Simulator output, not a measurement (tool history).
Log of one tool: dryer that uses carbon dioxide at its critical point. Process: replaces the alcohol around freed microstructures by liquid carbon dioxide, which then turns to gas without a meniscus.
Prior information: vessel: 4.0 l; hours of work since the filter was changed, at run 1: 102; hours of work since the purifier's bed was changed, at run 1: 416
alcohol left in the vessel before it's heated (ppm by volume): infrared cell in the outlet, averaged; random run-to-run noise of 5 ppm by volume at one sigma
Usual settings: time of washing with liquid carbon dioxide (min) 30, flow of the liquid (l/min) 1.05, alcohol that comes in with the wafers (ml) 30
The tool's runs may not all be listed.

run    hour  time of washing with liquid carbon dioxide (min)  flow of the liquid (l/min)  alcohol that comes in with the wafers (ml)  hours of work since the filter was changed  hours of work since the purifier's bed was changed  alcohol left in the vessel before it's heated (ppm by volume)
  1       0                                                30                        1.05                                          30                                         102                                                 416                                                             50
  2    40.5                                                30                        0.74                                          30                                         126                                                 440                                                            114
  3    64.7                                                44                        1.05                                          30                                         140                                                 454                                                             38
  4    94.1                                                44                        1.05                                          30                                         158                                                 471                                                             44
  5   124.5                                                44                        1.05                                          30                                         176                                                 489                                                             36
  6   161.6                                                44                        1.05                                          30                                         198                                                 511                                                             22
  7   178.9                                                44                        1.05                                          30                                         208                                                 521                                                             35
  8   201.5                                                44                        1.05                                          30                                         221                                                 535                                                             42
  9   230.2                                                44                        1.05                                          30                                         238                                                 552                                                             38
 10   263.8                                                30                        1.05                                          62                                         258                                                 572                                                             60
 11     282                                                30                        1.05                                          62                                         269                                                 582                                                             74
 12   308.7                                                30                        1.05                                          62                                         284                                                 598                                                             64
        315  -- inlet filter changed
 13   345.1                                                30                        1.05                                          62                                          18                                                 619                                                             55
 14   363.1                                                30                        1.05                                          62                                          28                                                 630                                                             62
 15   403.1                                                30                        1.05                                          62                                          52                                                 653                                                             54
 16   423.2                                                30                        1.05                                          30                                          64                                                 665                                                             58
 17   456.7                                                30                        1.05                                          30                                          84                                                 685                                                             50
 18   481.8                                                30                        1.05                                          55                                          99                                                 700                                                             50
 19   504.4                                                30                        1.05                                          21                                         112                                                 713                                                             41
 20   524.4                                                30                        1.05                                          30                                         124                                                 725                                                             53
 21   558.6                                                30                        1.05                                          30                                         144                                                 745                                                             58
 22   598.7                                                18                        1.05                                          30                                         168                                                 769                                                            203
 23   629.4                                                18                        1.05                                          30                                         186                                                 787                                                            221
 24   662.6                                                32                        1.05                                          53                                         205                                                 807                                                             67
 25   690.1                                                42                        0.83                                          24                                         222                                                 823                                                             54
 26   725.1                                                39                        1.05                                          59                                         242                                                 844                                                             57
 27   741.7                                                21                        0.76                                          30                                         252                                                 853                                                            425
 28   781.9                                                21                        0.76                                          30                                         276                                                 877                                                            414
        803  -- inlet filter changed
 29   816.9                                                21                        1.72                                          30                                           8                                                 897                                                             48
 30   855.1                                                21                        1.72                                          30                                          31                                                 920                                                             64
 31   879.2                                                21                         0.7                                          63                                          45                                                 934                                                            804
 32   905.7                                                35                         0.7                                          45                                          61                                                 950                                                            127
 33   940.5                                                35                         0.7                                          45                                          81                                                 970                                                            129
 34   963.9                                                35                         0.7                                          30                                          95                                                 984                                                            110
 35  1000.8                                                34                        0.86                                          26                                         117                                                1006                                                             60
 36  1017.9                                                34                        0.86                                          26                                         127                                                1016                                                             75
 37  1051.5                                                26                        0.92                                          49                                         147                                                1036                                                            165
 38  1089.2                                                23                        1.05                                          57                                         169                                                1058                                                            169
 39    1110                                                23                        1.05                                          57                                         181                                                1070                                                            178
 40  1135.8                                                23                        1.05                                          57                                         197                                                1086                                                            178
 41  1159.8                                                30                        1.14                                          30                                         211                                                1100                                                             65
 42  1186.8                                                30                        1.55                                          30                                         227                                                1116                                                             69
 43    1208                                                30                        1.55                                          30                                         239                                                1128                                                             63

Hidden state or all else? Some run-to-run changes of alcohol left in the vessel before it's heated (ppm by volume), split into what the settings, what came in and random variation would give without the hidden state, and what is left for the hidden state (with any gauge scatter that isn't in both results):
The tool's hidden condition here consists of: flow that reaches the vessel past the clogged filter, %; alcohol in the recycled carbon dioxide, ppm; drift of the gauge itself on alcohol_ppm, %.
Run 26 -> 27: time of washing with liquid carbon dioxide (min) 39 -> 21, flow of the liquid (l/min) 1.05 -> 0.76, alcohol that comes in with the wafers (ml) 59 -> 30. alcohol left in the vessel before it's heated (ppm by volume) +368: hidden state +119, all else +249.
Run 28 -> 29: flow of the liquid (l/min) 0.76 -> 1.72, inlet filter changed. alcohol left in the vessel before it's heated (ppm by volume) -366: hidden state -127, all else -239.
Run 30 -> 31: flow of the liquid (l/min) 1.72 -> 0.7, alcohol that comes in with the wafers (ml) 30 -> 63. alcohol left in the vessel before it's heated (ppm by volume) +740: hidden state +51, all else +689.
Run 31 -> 32: time of washing with liquid carbon dioxide (min) 21 -> 35, alcohol that comes in with the wafers (ml) 63 -> 45. alcohol left in the vessel before it's heated (ppm by volume) -677: hidden state -40, all else -637.
